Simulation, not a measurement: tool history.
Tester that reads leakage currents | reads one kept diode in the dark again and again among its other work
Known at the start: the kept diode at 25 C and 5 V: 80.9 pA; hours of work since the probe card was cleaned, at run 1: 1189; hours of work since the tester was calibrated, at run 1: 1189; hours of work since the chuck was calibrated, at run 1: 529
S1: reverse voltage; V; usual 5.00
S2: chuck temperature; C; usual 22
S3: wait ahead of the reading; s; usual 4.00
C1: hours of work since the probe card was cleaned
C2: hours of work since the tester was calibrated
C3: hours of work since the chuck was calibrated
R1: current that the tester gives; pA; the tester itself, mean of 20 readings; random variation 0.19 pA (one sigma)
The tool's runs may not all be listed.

{"run": 1, "day": 0.0, "S1": 5.0, "S2": 22, "S3": 4.0, "C1": 1189, "C2": 1189, "C3": 529, "R1": 61.35}
{"run": 2, "day": 6.717, "S1": 3.81, "S2": 22, "S3": 4.0, "C1": 1317, "C2": 1317, "C3": 657, "R1": 52.88}
{"run": 3, "day": 15.483, "S1": 5.0, "S2": 22, "S3": 4.0, "C1": 1483, "C2": 1483, "C3": 823, "R1": 61.53}
{"run": 4, "day": 19.775, "S1": 5.73, "S2": 22, "S3": 4.0, "C1": 1565, "C2": 1565, "C3": 905, "R1": 66.14}
{"run": 5, "day": 23.796, "S1": 7.43, "S2": 22, "S3": 4.0, "C1": 1642, "C2": 1642, "C3": 981, "R1": 76.88}
{"run": 6, "day": 29.5, "S1": 7.43, "S2": 22, "S3": 4.0, "C1": 1750, "C2": 1750, "C3": 1090, "R1": 76.61}
{"run": 7, "day": 37.833, "S1": 7.43, "S2": 22, "S3": 4.0, "C1": 1909, "C2": 1909, "C3": 1248, "R1": 76.52}
{"run": 8, "day": 45.338, "S1": 7.43, "S2": 22, "S3": 4.0, "C1": 2051, "C2": 2051, "C3": 1391, "R1": 76.78}
{"run": 9, "day": 49.108, "S1": 7.43, "S2": 22, "S3": 4.0, "C1": 2123, "C2": 2123, "C3": 1463, "R1": 76.01}
{"run": 10, "day": 53.9, "S1": 5.0, "S2": 22, "S3": 4.0, "C1": 2214, "C2": 2214, "C3": 1554, "R1": 61.55}
{"run": 11, "day": 59.617, "S1": 1.38, "S2": 22, "S3": 4.0, "C1": 2323, "C2": 2323, "C3": 1663, "R1": 29.98}
{"run": 12, "day": 67.396, "S1": 5.0, "S2": 22, "S3": 4.0, "C1": 2471, "C2": 2471, "C3": 1811, "R1": 61.73}
{"run": 13, "day": 72.842, "S1": 5.0, "S2": 22, "S3": 4.0, "C1": 2575, "C2": 2575, "C3": 1914, "R1": 61.46}
{"run": 14, "day": 77.225, "S1": 5.0, "S2": 40, "S3": 4.0, "C1": 2658, "C2": 2658, "C3": 1998, "R1": 311.1}
{"day": 81.25, "done": "chuck's temperature calibrated"}
{"run": 15, "day": 83.662, "S1": 5.0, "S2": 22, "S3": 4.0, "C1": 2779, "C2": 2779, "C3": 46, "R1": 61.53}
{"run": 16, "day": 89.5, "S1": 5.0, "S2": 22, "S3": 4.0, "C1": 2890, "C2": 2890, "C3": 157, "R1": 61.77}
{"run": 17, "day": 98.279, "S1": 5.0, "S2": 22, "S3": 4.0, "C1": 3057, "C2": 3057, "C3": 324, "R1": 61.33}
{"run": 18, "day": 103.146, "S1": 5.0, "S2": 22, "S3": 4.0, "C1": 3150, "C2": 3150, "C3": 416, "R1": 61.63}
{"run": 19, "day": 110.471, "S1": 5.0, "S2": 22, "S3": 6.56, "C1": 3289, "C2": 3289, "C3": 556, "R1": 61.19}
{"run": 20, "day": 114.388, "S1": 5.0, "S2": 22, "S3": 6.56, "C1": 3363, "C2": 3363, "C3": 630, "R1": 61.6}
{"day": 122.525, "done": "probe card cleaned and baked"}
{"day": 122.608, "done": "tester calibrated"}
{"run": 21, "day": 122.608, "S1": 2.4, "S2": 40, "S3": 8.45, "C1": 0, "C2": 0, "C3": 783, "R1": 205.61}
{"run": 22, "day": 131.367, "S1": 8.7, "S2": 40, "S3": 1.15, "C1": 167, "C2": 167, "C3": 949, "R1": 425.53}
{"run": 23, "day": 138.746, "S1": 8.7, "S2": 59, "S3": 1.15, "C1": 307, "C2": 307, "C3": 1090, "R1": 1934.93}
{"run": 24, "day": 145.512, "S1": 8.7, "S2": 59, "S3": 1.15, "C1": 436, "C2": 436, "C3": 1218, "R1": 1933.53}
{"run": 25, "day": 153.4, "S1": 2.89, "S2": 22, "S3": 3.97, "C1": 586, "C2": 586, "C3": 1369, "R1": 44.96}
{"run": 26, "day": 159.179, "S1": 2.89, "S2": 22, "S3": 3.97, "C1": 696, "C2": 696, "C3": 1479, "R1": 45.27}
{"run": 27, "day": 166.525, "S1": 5.0, "S2": 34, "S3": 2.43, "C1": 836, "C2": 836, "C3": 1618, "R1": 184.87}
{"run": 28, "day": 174.508, "S1": 6.65, "S2": 44, "S3": 1.05, "C1": 987, "C2": 987, "C3": 1770, "R1": 511.17}
{"run": 29, "day": 183.425, "S1": 6.65, "S2": 44, "S3": 1.05, "C1": 1157, "C2": 1157, "C3": 1940, "R1": 513.06}
{"run": 30, "day": 189.242, "S1": 5.0, "S2": 46, "S3": 4.0, "C1": 1268, "C2": 1268, "C3": 2050, "R1": 509.62}
{"day": 190.408, "done": "chuck's temperature calibrated"}
{"run": 31, "day": 194.346, "S1": 5.0, "S2": 46, "S3": 4.0, "C1": 1363, "C2": 1363, "C3": 75, "R1": 512.3}
{"run": 32, "day": 202.254, "S1": 5.0, "S2": 24, "S3": 4.0, "C1": 1514, "C2": 1514, "C3": 225, "R1": 74.25}
{"run": 33, "day": 210.358, "S1": 3.76, "S2": 23, "S3": 2.54, "C1": 1668, "C2": 1668, "C3": 380, "R1": 57.97}
{"run": 34, "day": 217.938, "S1": 3.76, "S2": 23, "S3": 2.54, "C1": 1812, "C2": 1812, "C3": 524, "R1": 57.85}
{"run": 35, "day": 222.25, "S1": 5.0, "S2": 57, "S3": 0.3, "C1": 1894, "C2": 1894, "C3": 606, "R1": 1226.13}
{"run": 36, "day": 229.388, "S1": 1.64, "S2": 22, "S3": 0.56, "C1": 2030, "C2": 2030, "C3": 742, "R1": 33.92}
{"run": 37, "day": 235.7, "S1": 1.64, "S2": 22, "S3": 0.56, "C1": 2150, "C2": 2150, "C3": 862, "R1": 34.13}
{"run": 38, "day": 244.3, "S1": 19.82, "S2": 35, "S3": 0.77, "C1": 2313, "C2": 2313, "C3": 1025, "R1": 441.26}
{"run": 39, "day": 251.492, "S1": 1.96, "S2": 24, "S3": 4.0, "C1": 2450, "C2": 2450, "C3": 1162, "R1": 44.16}
{"run": 40, "day": 259.596, "S1": 5.0, "S2": 33, "S3": 4.0, "C1": 2604, "C2": 2604, "C3": 1316, "R1": 169.43}

Measured less the same run without the tool's hidden state. The same run-to-run variation is in both; the gauge's scatter may not be:
The hidden state here: stray current of the dirty probe card, pA a volt; current scale over the true one, %; true chuck temperature over the reading, C; drift of the gauge itself on leakage_pa, %.
run=1 R1=+0.05
run=2 R1=+0.05
run=3 R1=+0.06
run=4 R1=+0.07
run=5 R1=+0.09
run=6 R1=+0.10
run=7 R1=+0.10
run=8 R1=+0.12
run=9 R1=+0.11
run=10 R1=+0.10
run=11 R1=+0.04
run=12 R1=+0.10
run=13 R1=+0.11
run=14 R1=+0.34
run=15 R1=+0.07
run=16 R1=+0.07
run=17 R1=+0.08
run=18 R1=+0.09
run=19 R1=+0.09
run=20 R1=+0.09
run=21 R1=+0.08
run=22 R1=+0.19
run=23 R1=+0.86
run=24 R1=+0.96
run=25 R1=+0.03
run=26 R1=+0.04
run=27 R1=+0.15
run=28 R1=+0.40
run=29 R1=+0.44
run=30 R1=+0.46
run=31 R1=+0.07
run=32 R1=+0.04
run=33 R1=+0.04
run=34 R1=+0.04
run=35 R1=+0.37
run=36 R1=+0.02
run=37 R1=+0.02
run=38 R1=+0.37
run=39 R1=+0.04
run=40 R1=+0.15
